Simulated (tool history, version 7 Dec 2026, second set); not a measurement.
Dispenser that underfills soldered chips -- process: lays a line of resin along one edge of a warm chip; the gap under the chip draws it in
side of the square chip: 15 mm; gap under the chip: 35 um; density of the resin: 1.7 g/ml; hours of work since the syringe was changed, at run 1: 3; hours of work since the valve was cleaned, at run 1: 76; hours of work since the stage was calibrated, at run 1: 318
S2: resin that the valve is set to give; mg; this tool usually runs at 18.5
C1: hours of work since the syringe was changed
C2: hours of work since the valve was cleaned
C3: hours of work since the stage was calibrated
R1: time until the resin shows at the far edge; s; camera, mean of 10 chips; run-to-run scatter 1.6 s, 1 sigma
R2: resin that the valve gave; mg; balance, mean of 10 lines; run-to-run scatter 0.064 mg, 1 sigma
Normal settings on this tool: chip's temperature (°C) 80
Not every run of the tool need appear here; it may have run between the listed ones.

Run 1, hour 0: usual settings; C1 3; C2 76; C3 318. Result: R1 183 s, R2 18.04 mg.
At hour 8.8: new syringe of resin.
At hour 14.2: dispensing valve cleaned and set on the balance.
Run 2, hour 14.2: usual settings but chip's temperature (°C) 78; C1 3; C2 0; C3 328. Result: R1 209.7 s, R2 18.43 mg.
At hour 22.1: new syringe of resin.
Run 3, hour 30.5: usual settings but chip's temperature (°C) 78; C1 6; C2 12; C3 340. Result: R1 259 s, R2 18.24 mg.
At hour 34.7: new syringe of resin.
At hour 47: new syringe of resin.
Run 4, hour 47.3: usual settings but chip's temperature (°C) 78; C1 0; C2 24; C3 352. Result: R1 164.5 s, R2 18.36 mg.
Run 5, hour 55.5: usual settings but chip's temperature (°C) 78; C1 6; C2 31; C3 358. Result: R1 259 s, R2 18.31 mg.
At hour 59: new syringe of resin.
At hour 71.7: new syringe of resin.
Run 6, hour 73.1: usual settings but chip's temperature (°C) 78; C1 1; C2 43; C3 371. Result: R1 174.4 s, R2 18.06 mg.
Run 7, hour 81.4: usual settings but chip's temperature (°C) 78; C1 7; C2 50; C3 377. Result: R1 272.9 s, R2 18.21 mg.
At hour 84.2: new syringe of resin.
At hour 96.2: new syringe of resin.
Run 8, hour 98.6: usual settings but chip's temperature (°C) 78; C1 2; C2 62; C3 390. Result: R1 183.6 s, R2 18.04 mg.
At hour 108.6: new syringe of resin.
Run 9, hour 113.1: usual settings but chip's temperature (°C) 78; C1 3; C2 73; C3 401. Result: R1 206.9 s, R2 17.97 mg.
At hour 121.8: new syringe of resin.
Run 10, hour 127.5: usual settings but chip's temperature (°C) 78; C1 4; C2 84; C3 411. Result: R1 218.4 s, R2 18 mg.
At hour 130.6: dispensing valve cleaned and set on the balance.
At hour 134.7: new syringe of resin.
Run 11, hour 144.2: usual settings but chip's temperature (°C) 90, S2 22.7 mg; C1 7; C2 10; C3 423. Result: R1 143.7 s, R2 22.72 mg.
At hour 147.6: new syringe of resin.
Run 12, hour 155.4: usual settings but chip's temperature (°C) 90, S2 22.7 mg; C1 6; C2 18; C3 431. Result: R1 137.4 s, R2 22.5 mg.
At hour 160.5: new syringe of resin.
Run 13, hour 165.4: usual settings but chip's temperature (°C) 72, S2 16 mg; C1 4; C2 26; C3 439. Result: R1 299.1 s, R2 15.87 mg.
At hour 173: new syringe of resin.
Run 14, hour 177.6: usual settings but chip's temperature (°C) 72, S2 16 mg; C1 3; C2 35; C3 448. Result: R1 292.5 s, R2 15.82 mg.

Here are 4 independent what-if runs from the current tool condition. What would each one return?
At hour 185.2: new syringe of resin.
Run A, hour 186.2: usual settings but chip's temperature (°C) 82, S2 16.3 mg; C1 1; C2 41; C3 454. Result: R1 ?, R2 ?.
At hour 185.2: new syringe of resin.
Run B, hour 186.2: usual settings but chip's temperature (°C) 93, S2 17.2 mg; C1 1; C2 41; C3 454. Result: R1 ?, R2 ?.
At hour 185.2: new syringe of resin.
Run C, hour 186.2: usual settings but chip's temperature (°C) 79, S2 20.6 mg; C1 1; C2 41; C3 454. Result: R1 ?, R2 ?.
At hour 185.2: new syringe of resin.
Run D, hour 186.2: usual settings but chip's temperature (°C) 69; C1 1; C2 41; C3 454. Result: R1 ?, R2 ?.

run     R1     R2
  A  139.2  16.07
  B     84  16.87
  C  155.5  20.15
  D  260.8  18.16
Take away the tool's hidden state, keep each run's random variation, and the runs would have read:
run     R1     R2
  A    146  16.36
  B   87.7  17.17
  C  164.1  20.52
  D  276.5   18.5
